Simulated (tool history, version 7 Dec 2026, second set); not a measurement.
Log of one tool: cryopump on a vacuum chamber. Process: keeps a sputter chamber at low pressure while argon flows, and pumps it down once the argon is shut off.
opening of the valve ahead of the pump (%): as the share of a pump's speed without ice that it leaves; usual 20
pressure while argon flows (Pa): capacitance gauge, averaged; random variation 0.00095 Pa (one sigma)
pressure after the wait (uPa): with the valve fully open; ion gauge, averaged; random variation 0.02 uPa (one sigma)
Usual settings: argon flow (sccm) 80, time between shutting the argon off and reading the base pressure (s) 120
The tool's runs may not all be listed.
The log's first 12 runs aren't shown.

| run | day | argon flow (sccm) | time between shutting the argon off and reading the base pressure (s) | opening of the valve ahead of the pump (%) | pressure while argon flows (Pa) | pressure after the wait (uPa) |
|---|---|---|---|---|---|---|
| 13 | 18.242 | 80 | 120 | 20 | 0.3363 | 0.6 |
| 14 | 20.017 | 80 | 38 | 20 | 0.3363 | 0.94 |
| 15 | 21.946 | 80 | 120 | 47 | 0.1475 | 0.66 |
| 16 | 23.021 | 80 | 46 | 47 | 0.1474 | 0.89 |
| 17 | 24.458 | 80 | 46 | 47 | 0.1482 | 0.89 |
| 18 | 25.608 | 80 | 95 | 29 | 0.2336 | 0.71 |
| 19 | 26.908 | 37 | 104 | 37 | 0.0858 | 0.71 |
| 20 | 28.258 | 37 | 104 | 37 | 0.0863 | 0.74 |
| 21 | 29.229 | 51 | 120 | 43 | 0.1036 | 0.71 |
| 22 | 30.379 | 69 | 120 | 43 | 0.1396 | 0.75 |
| 23 | 32.1 | 35 | 175 | 49 | 0.0627 | 0.71 |
| 24 | 33.267 | 35 | 175 | 49 | 0.0628 | 0.71 |
| 25 | 34.671 | 80 | 120 | 27 | 0.2529 | 0.75 |
| 26 | 36.204 | 80 | 120 | 27 | 0.2533 | 0.78 |
| 27 | 38.267 | 80 | 120 | 17 | 0.3963 | 0.83 |
| 28 | 40.162 | 106 | 120 | 20 | 0.4481 | 0.82 |
| 29 | 41.871 | 106 | 120 | 20 | 0.448 | 0.84 |
| 30 | 43.842 | 137 | 92 | 51 | 0.2403 | 0.87 |
|  | 44.525 | pump warmed up, emptied and cooled again |
| 31 | 44.958 | 137 | 92 | 51 | 0.221 | 0.82 |
| 32 | 46.262 | 93 | 120 | 20 | 0.3827 | 0.79 |
| 33 | 47.9 | 101 | 102 | 30 | 0.2776 | 0.82 |

4 ways to go on from here, each from the tool as it stands after run 33. What would each give?
| A | 49.921 | 49 | 37 | 16 | ? | ? |
| B | 49.921 | 61 | 56 | 41 | ? | ? |
| C | 49.921 | 112 | 31 | 46 | ? | ? |
| D | 49.921 | 101 | 79 | 18 | ? | ? |

| run | pressure while argon flows (Pa) | pressure after the wait (uPa) |
|---|---|---|
| A | 0.2503 | 1.13 |
| B | 0.1232 | 0.99 |
| C | 0.2009 | 1.26 |
| D | 0.4638 | 0.86 |
Without the tool's hidden state the same runs would have given:
| run | pressure while argon flows (Pa) | pressure after the wait (uPa) |
|---|---|---|
| A | 0.2491 | 0.59 |
| B | 0.1218 | 0.45 |
| C | 0.1982 | 0.71 |
| D | 0.4614 | 0.32 |

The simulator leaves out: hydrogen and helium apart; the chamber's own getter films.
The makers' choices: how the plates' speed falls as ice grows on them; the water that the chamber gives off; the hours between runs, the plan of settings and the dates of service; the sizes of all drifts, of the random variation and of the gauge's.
